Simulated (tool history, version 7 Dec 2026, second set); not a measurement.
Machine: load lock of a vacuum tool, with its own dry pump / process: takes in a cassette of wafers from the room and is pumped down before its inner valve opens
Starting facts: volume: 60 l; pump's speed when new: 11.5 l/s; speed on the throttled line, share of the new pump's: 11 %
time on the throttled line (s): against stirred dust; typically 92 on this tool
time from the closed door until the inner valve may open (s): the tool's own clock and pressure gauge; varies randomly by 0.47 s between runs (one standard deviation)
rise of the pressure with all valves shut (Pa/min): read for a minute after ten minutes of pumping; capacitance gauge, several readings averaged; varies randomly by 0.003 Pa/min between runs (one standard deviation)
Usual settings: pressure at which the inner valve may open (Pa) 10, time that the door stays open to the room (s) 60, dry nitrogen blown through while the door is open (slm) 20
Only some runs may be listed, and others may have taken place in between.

| run | hour | time on the throttled line (s) | pressure at which the inner valve may open (Pa) | time that the door stays open to the room (s) | dry nitrogen blown through while the door is open (slm) | incoming humidity of the room's air, % | time from the closed door until the inner valve may open (s) | rise of the pressure with all valves shut (Pa/min) |
|---|---|---|---|---|---|---|---|---|
| 1 | 0 | 92 | 10 | 60 | 20 | 45.2 | 130 | 0.599 |
| 2 | 129.9 | 92 | 10 | 60 | 20 | 43.5 | 130.2 | 0.614 |
| 3 | 240.6 | 92 | 10 | 60 | 20 | 45 | 131.2 | 0.628 |
| 4 | 362 | 92 | 10 | 60 | 20 | 44.9 | 130.4 | 0.617 |
| 5 | 434.6 | 92 | 10 | 60 | 20 | 43.3 | 131.2 | 0.024 |
| 6 | 546.2 | 92 | 10 | 60 | 20 | 45.6 | 131.2 | 0.029 |
| 7 | 667.7 | 92 | 10 | 60 | 20 | 45.2 | 131.2 | 0.032 |
| 8 | 747.4 | 92 | 10 | 60 | 20 | 47.3 | 130.3 | 0.032 |
| 9 | 883.2 | 92 | 10 | 60 | 20 | 42.9 | 130.3 | 0.037 |
| 10 | 1022.8 | 92 | 10 | 60 | 20 | 46.5 | 130.1 | 0.035 |
| 11 | 1119.7 | 94 | 10 | 60 | 19 | 44.5 | 133 | 0.038 |
| 12 | 1197.6 | 94 | 10 | 60 | 19 | 46.4 | 132.8 | 0.037 |
| 13 | 1313.4 | 94 | 10 | 60 | 19 | 44.4 | 131.6 | 0.035 |
| 14 | 1440.8 | 94 | 10 | 60 | 19 | 46.6 | 133.3 | 0.04 |
| 15 | 1545 | 94 | 10 | 60 | 19 | 46.6 | 132.8 | 0.041 |
| 16 | 1624.5 | 94 | 12 | 30 | 19 | 45.8 | 131.9 | 0.04 |
| 17 | 1685.5 | 92 | 10 | 31 | 5 | 43.9 | 130.8 | 0.053 |
| 18 | 1814.9 | 134 | 9 | 172 | 20 | 45.5 | 169.4 | 0.053 |
| 19 | 1950.6 | 85 | 11 | 28 | 5 | 41.2 | 123.7 | 0.061 |

Taken out of this log: 1 entry between the listed runs. Where each belongs, and how the hidden state differs across it:
Logged between run 4 and run 5: door's seal changed, seat wiped (hour 389.1)
  pump's speed, % of a new pump's: 99.8 -> 99.7; leak at the door's seal, Pa l/s: 0.607 -> 0.0036
  the result without the hidden state subtracted from the measured one, rise of the pressure with all valves shut (Pa/min): +0.595 -> +0.002
